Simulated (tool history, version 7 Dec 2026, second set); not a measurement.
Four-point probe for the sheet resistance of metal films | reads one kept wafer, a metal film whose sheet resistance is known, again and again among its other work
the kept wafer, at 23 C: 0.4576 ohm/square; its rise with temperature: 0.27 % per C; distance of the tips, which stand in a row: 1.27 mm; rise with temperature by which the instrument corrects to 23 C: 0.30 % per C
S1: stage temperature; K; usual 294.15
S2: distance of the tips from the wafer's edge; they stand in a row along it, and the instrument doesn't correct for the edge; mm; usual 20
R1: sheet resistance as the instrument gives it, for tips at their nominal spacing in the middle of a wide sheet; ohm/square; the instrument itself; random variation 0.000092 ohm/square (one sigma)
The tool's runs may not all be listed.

run   hour      S1  S2        R1
  1    0.0  294.15  20  0.463536
  2   39.4  299.15  20  0.462815
  3   71.0  294.15  12  0.465137
  4  108.1  294.15  12  0.465421
  5  137.3  294.15  12  0.465267
  6  175.4  294.15  20  0.463583
  7  194.8  301.15  20  0.462631
  8  212.7  301.15  20  0.462387
  9  235.9  301.15  20  0.462680
 10  261.6  294.15  63  0.462472
 11  298.8  294.15  63  0.462567
 12  320.3  294.15  63  0.462539
 13  356.5  294.15  63  0.462418
 14  394.7  301.15   5  0.477017
 15  425.7  307.15   5  0.476081
 16  451.5  307.15   5  0.476216
 17  483.0  294.15  72  0.462453
 18  523.0  305.15  18  0.462190
 19  555.3  295.15  15  0.464094
     559.1  -- stage's thermometer calibrated
 20  585.2  294.15  49  0.462606
 21  603.1  292.15  49  0.462959
 22  621.7  292.15  49  0.462871
 23  659.2  306.15   7  0.468931
 24  681.0  302.15  41  0.461560
 25  714.7  292.15   6  0.473714
     721.3  -- stage's thermometer calibrated, once more
 26  738.4  299.15   8  0.467724

Forecast each of these 3 alternatives for the next run:
  A  767.5  293.15  11   ?
  B  767.5  299.15  27   ?
  C  767.5  306.15   4   ?

run        R1
  A  0.465571
  B  0.461992
  C  0.484236
Without the tool's hidden state the same runs would have given:
run        R1
  A  0.461211
  B  0.457663
  C  0.479718
